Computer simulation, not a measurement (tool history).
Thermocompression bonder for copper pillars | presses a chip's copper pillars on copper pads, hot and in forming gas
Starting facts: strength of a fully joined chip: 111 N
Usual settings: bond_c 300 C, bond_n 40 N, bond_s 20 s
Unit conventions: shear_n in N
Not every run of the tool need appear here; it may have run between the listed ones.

run	day	bond_c	bond_n	bond_s	shear_n
1	0.000	300	40	20	49.7
2	3.108	281	40	20	36.5
3	6.200	281	40	20	36.4
4	9.200	281	40	20	36.9
5	11.208	281	40	20	36.1
6	13.308	300	40	20	48.5
7	17.208	300	40	20	49.1
# day 18.008: forming gas filter changed
8	20.162	312	40	12	46.2
9	24.100	306	40	12	44.6
10	27.367	290	29	20	31.4
11	29.121	300	43	20	52.1
12	32.796	300	49	20	57.6
13	34.617	300	48	17	54.9

Below are 3 alternative next runs, each starting from the tool's condition after run 13. Predict each:
# day 35.492: force cell calibrated
A	36.292	297	40	20	?
# day 35.492: force cell calibrated
B	36.292	330	26	17	?
# day 35.492: force cell calibrated
C	36.292	300	26	17	?

run	shear_n
A	48.2
B	47.8
C	30.9
Without the tool's unlogged condition, the same runs would have read:
run	shear_n
A	48.3
B	47.9
C	30.9
